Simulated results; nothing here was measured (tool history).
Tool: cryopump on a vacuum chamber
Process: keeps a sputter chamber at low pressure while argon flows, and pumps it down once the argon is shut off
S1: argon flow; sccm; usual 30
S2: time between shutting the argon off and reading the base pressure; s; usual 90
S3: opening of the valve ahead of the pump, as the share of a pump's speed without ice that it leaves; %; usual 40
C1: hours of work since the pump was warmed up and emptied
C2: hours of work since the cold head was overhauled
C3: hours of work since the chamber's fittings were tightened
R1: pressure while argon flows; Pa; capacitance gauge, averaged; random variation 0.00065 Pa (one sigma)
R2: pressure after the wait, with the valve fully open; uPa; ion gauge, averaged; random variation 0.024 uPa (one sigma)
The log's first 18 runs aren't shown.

run	day	S1	S2	S3	C1	C2	C3	R1	R2
# day 51.3: pump warmed up, emptied and cooled again
19	52.612	22	90	40	25	1905	1698	0.077	3.72
# day 53.817: leaking fittings of the chamber tightened, without venting
20	54.804	30	73	40	65	1945	19	0.1064	1.16
21	58.204	30	73	40	129	2009	83	0.1089	1.2
22	61.462	42	73	52	191	2071	145	0.1207	1.33
23	65.596	47	21	34	269	2149	223	0.2061	3.63
24	67.762	47	21	34	310	2190	264	0.2063	3.58
25	69.717	18	282	22	347	2227	301	0.1201	1.15
# day 71.346: pump warmed up, emptied and cooled again
26	73.129	26	268	38	34	2288	361	0.0968	1.08
27	75.012	30	133	60	69	2323	397	0.0723	1.33
28	77.662	30	86	57	119	2374	447	0.0774	1.71
29	80.638	13	73	19	176	2430	503	0.0965	1.97
30	83.05	25	90	18	221	2475	549	0.1979	1.95
31	85.979	30	90	32	277	2531	604	0.1387	2.12
32	90.088	30	181	32	355	2609	682	0.1428	2.12
# day 91.5: pump warmed up, emptied and cooled again
33	92.588	36	25	20	21	2652	725	0.2522	3.73

3 ways to go on from here, each from the tool as it stands after run 33. What would each give?
A	96.292	30	105	40	91	2722	796	?	?
B	96.292	18	156	17	91	2722	796	?	?
C	96.292	17	90	17	91	2722	796	?	?

run	R1	R2
A	0.1075	2.17
B	0.1468	1.97
C	0.1408	2.29
Without the tool's hidden state the same runs would have given:
run	R1	R2
A	0.1036	0.78
B	0.1445	0.59
C	0.1385	0.87
